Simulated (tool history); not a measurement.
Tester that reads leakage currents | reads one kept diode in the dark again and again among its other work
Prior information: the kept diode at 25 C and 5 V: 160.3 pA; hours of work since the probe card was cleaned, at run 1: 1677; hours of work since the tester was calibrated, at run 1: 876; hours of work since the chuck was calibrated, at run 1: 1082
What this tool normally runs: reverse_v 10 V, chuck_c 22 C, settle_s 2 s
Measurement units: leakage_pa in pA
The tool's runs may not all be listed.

run,hour,reverse_v,chuck_c,settle_s,hours of work since the probe card was cleaned,hours of work since the tester was calibrated,hours of work since the chuck was calibrated,leakage_pa
1,0,10,22,2,1677,876,1082,169.84
2,47.1,10,22,2,1712,911,1117,168.86
3,91.9,10.3,22,2,1745,944,1150,171.16
4,183.4,10,22,4.7,1813,1012,1218,168.78
5,279.6,10,22,0.79,1884,1083,1289,169.82
6,354.2,10,22,7.61,1939,1139,1345,169.76
7,410.5,10,22,7.61,1981,1180,1387,169.09
8,490.1,10,22,7.61,2040,1239,1446,169.6
9,548.8,1.6,22,7.61,2084,1283,1489,74.99
10,605.8,1.6,22,7.61,2126,1325,1531,75.41
11,688.6,10,33,2,2187,1386,1593,420.89
# hour 699.2: chuck's temperature calibrated
12,782.8,10,33,2,2256,1455,62,420.97
13,827.2,10,33,2,2288,1488,95,419.55
14,869.3,10,33,2,2320,1519,126,421.49
15,935.3,10,41,2,2369,1568,175,784.81
16,1000.1,10,22,2,2417,1616,223,169.03
17,1086.9,10,22,2,2481,1680,287,168.38
18,1150.6,10,22,2.41,2528,1727,335,168.59
19,1205.8,10,22,2.41,2569,1768,375,170.08
20,1250.1,1.8,59,9.38,2602,1801,408,1344.55
# hour 1275.5: probe card cleaned and baked
21,1313.2,1.8,59,0.34,28,1846,453,1344.75
22,1387.3,13.1,59,1.59,83,1900,508,3234.46
23,1473.3,18.4,21,0.98,147,1964,571,204.83
24,1516.8,18.4,21,0.98,179,1996,604,205.25
25,1608.4,3,24,0.31,247,2064,672,117.96
26,1669.2,9.7,41,0.4,292,2109,717,777.76
27,1748.9,9.7,41,0.4,351,2168,776,778.9
28,1842.6,9.7,39,9.16,420,2238,845,666.58
29,1894,1.2,58,2,458,2276,883,1047.83
30,1982.3,1.2,58,2,524,2341,949,1043.22
31,2071.2,12.7,45,0.32,590,2407,1014,1176.6
32,2129.7,6.9,26,3.78,633,2451,1058,202.02
33,2174.1,15.5,21,2.47,666,2484,1091,188.08
34,2253.3,10,36,2,725,2542,1149,536.23
35,2308.9,12,51,0.67,766,2583,1191,1778.2
36,2362.4,10,24,4.79,805,2623,1230,200.58
37,2434.1,10,24,4.79,859,2676,1283,200.84

Forecast each of these 3 alternatives for the next run:
A,2501,10,35,2,908,2726,1333,?
B,2501,7.3,24,6.92,908,2726,1333,?
C,2501,17.2,29,4.23,908,2726,1333,?

run,leakage_pa
A,493.88
B,173.56
C,388.13
The same runs, with their run-to-run variation unchanged, on a tool lacking any hidden condition would have given:
run,leakage_pa
A,493.19
B,173.28
C,387.52
